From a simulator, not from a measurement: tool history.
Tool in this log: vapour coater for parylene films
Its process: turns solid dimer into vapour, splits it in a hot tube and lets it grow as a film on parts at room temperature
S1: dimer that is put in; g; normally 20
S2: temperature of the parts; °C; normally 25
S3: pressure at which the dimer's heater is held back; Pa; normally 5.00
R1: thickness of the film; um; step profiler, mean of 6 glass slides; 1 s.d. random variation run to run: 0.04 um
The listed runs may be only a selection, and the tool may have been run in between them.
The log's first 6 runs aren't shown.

run    hour  S1  S2    S3    R1
  7   293.5  12  25  5.00  2.24
      303.5  -- trap's valve overhauled
  8   347.4  12  25  5.00  2.43
  9   408.8  12  25  5.00  2.40
 10   469.1  12  25  9.68  2.19
 11   498.9  12  25  9.68  2.10
      505.5  -- table's thermometer calibrated
 12   541.8  12  25  9.68  2.26
 13   587.7  20  25  5.00  4.09
 14   650.4  20  37  5.00  2.58
 15   686.5  20  37  5.00  2.61
 16   730.3  20  37  5.00  2.58
 17   758.1  20  37  5.00  2.58
 18   818.1  20  25  5.00  3.98
 19   884.3  20  25  5.00  3.91
 20   929.8   8  19  3.80  1.97
      946.5  -- trap's valve overhauled
 21   967.3   8  30  3.80  1.44
 22  1021.7   8  30  3.80  1.44
 23  1058.0  14  25  2.69  3.14
 24  1125.2  14  25  2.69  3.07
 25  1184.3  14  31  2.65  2.54
 26  1233.4  15  31  2.65  2.62
 27  1267.8  15  31  2.65  2.64
 28  1332.4  20  25  3.46  4.21
 29  1362.6  32  28  5.00  5.55
 30  1424.4  14  27  5.18  2.48
 31  1488.3  14  27  5.18  2.52

What does the tool deliver on the next run?
 32  1543.8  23  24  2.47   ?

Run 32 came out at R1 4.96 um.
With the hidden condition absent and the run-to-run variation left alone, this run would have shown R1 5.62 um.
